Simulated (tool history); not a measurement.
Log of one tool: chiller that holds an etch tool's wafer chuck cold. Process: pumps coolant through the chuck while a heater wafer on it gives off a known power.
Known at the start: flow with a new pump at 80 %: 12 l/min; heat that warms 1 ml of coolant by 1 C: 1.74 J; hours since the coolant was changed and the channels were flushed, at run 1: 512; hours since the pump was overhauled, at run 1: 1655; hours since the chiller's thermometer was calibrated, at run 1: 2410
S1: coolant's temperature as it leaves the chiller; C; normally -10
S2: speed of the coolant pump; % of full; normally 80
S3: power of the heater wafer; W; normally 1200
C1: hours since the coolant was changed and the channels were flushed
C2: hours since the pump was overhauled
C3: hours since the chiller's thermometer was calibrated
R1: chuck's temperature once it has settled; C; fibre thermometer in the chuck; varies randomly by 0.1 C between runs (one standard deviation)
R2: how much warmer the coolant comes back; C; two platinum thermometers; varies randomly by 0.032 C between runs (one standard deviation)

run 1 day=0 | S1=-10 S2=80 S3=1200 | C1=512 C2=1655 C3=2410 | R1=2.2 R2=3.6
run 2 day=1.942 | S1=-10 S2=69 S3=1200 | C1=559 C2=1702 C3=2456 | R1=3.9 R2=4.1
run 3 day=3.283 | S1=-10 S2=80 S3=1032 | C1=591 C2=1734 C3=2488 | R1=0.6 R2=3.1
run 4 day=5.121 | S1=-10 S2=80 S3=1200 | C1=635 C2=1778 C3=2533 | R1=2.3 R2=3.55
run 5 day=6.717 | S1=-10 S2=80 S3=1200 | C1=673 C2=1816 C3=2571 | R1=2.1 R2=3.6
run 6 day=9.233 | S1=-7 S2=80 S3=1200 | C1=734 C2=1877 C3=2631 | R1=5.3 R2=3.55
-- day=9.588 coolant pump overhauled
run 7 day=11.238 | S1=-7 S2=80 S3=1200 | C1=777 C2=40 C3=2674 | R1=5.3 R2=3.55
run 8 day=13.717 | S1=-7 S2=80 S3=1200 | C1=836 C2=99 C3=2734 | R1=5.4 R2=3.62
run 9 day=15.879 | S1=-1 S2=66 S3=614 | C1=888 C2=151 C3=2786 | R1=6.2 R2=2.27
run 10 day=17.762 | S1=-1 S2=66 S3=614 | C1=933 C2=196 C3=2831 | R1=6.5 R2=2.26
run 11 day=19.562 | S1=-1 S2=66 S3=614 | C1=977 C2=239 C3=2874 | R1=6.3 R2=2.23
run 12 day=20.883 | S1=-7 S2=61 S3=1365 | C1=1008 C2=271 C3=2906 | R1=10.9 R2=5.35
-- day=22.192 coolant pump overhauled, once more
run 13 day=23.121 | S1=-4 S2=74 S3=853 | C1=1057 C2=22 C3=2955 | R1=5 R2=2.7
run 14 day=25.662 | S1=-4 S2=74 S3=853 | C1=1118 C2=83 C3=3016 | R1=4.9 R2=2.63
run 15 day=27.392 | S1=-3 S2=80 S3=1200 | C1=1160 C2=125 C3=3057 | R1=9 R2=3.48

3 ways to go on from here, each from the tool as it stands after run 15. What would each give?
run A day=29.658 | S1=-7 S2=75 S3=1088 | C1=1214 C2=179 C3=3112 | R1=? R2=?
run B day=29.658 | S1=-4 S2=80 S3=1367 | C1=1214 C2=179 C3=3112 | R1=? R2=?
run C day=29.658 | S1=-5 S2=80 S3=1200 | C1=1214 C2=179 C3=3112 | R1=? R2=?

run=A R1=4.4 R2=3.34
run=B R1=9.6 R2=3.94
run=C R1=6.9 R2=3.45
Take away the tool's hidden state, keep each run's random variation, and the runs would have read:
run=A R1=4.5 R2=3.36
run=B R1=9.7 R2=3.95
run=C R1=7 R2=3.47

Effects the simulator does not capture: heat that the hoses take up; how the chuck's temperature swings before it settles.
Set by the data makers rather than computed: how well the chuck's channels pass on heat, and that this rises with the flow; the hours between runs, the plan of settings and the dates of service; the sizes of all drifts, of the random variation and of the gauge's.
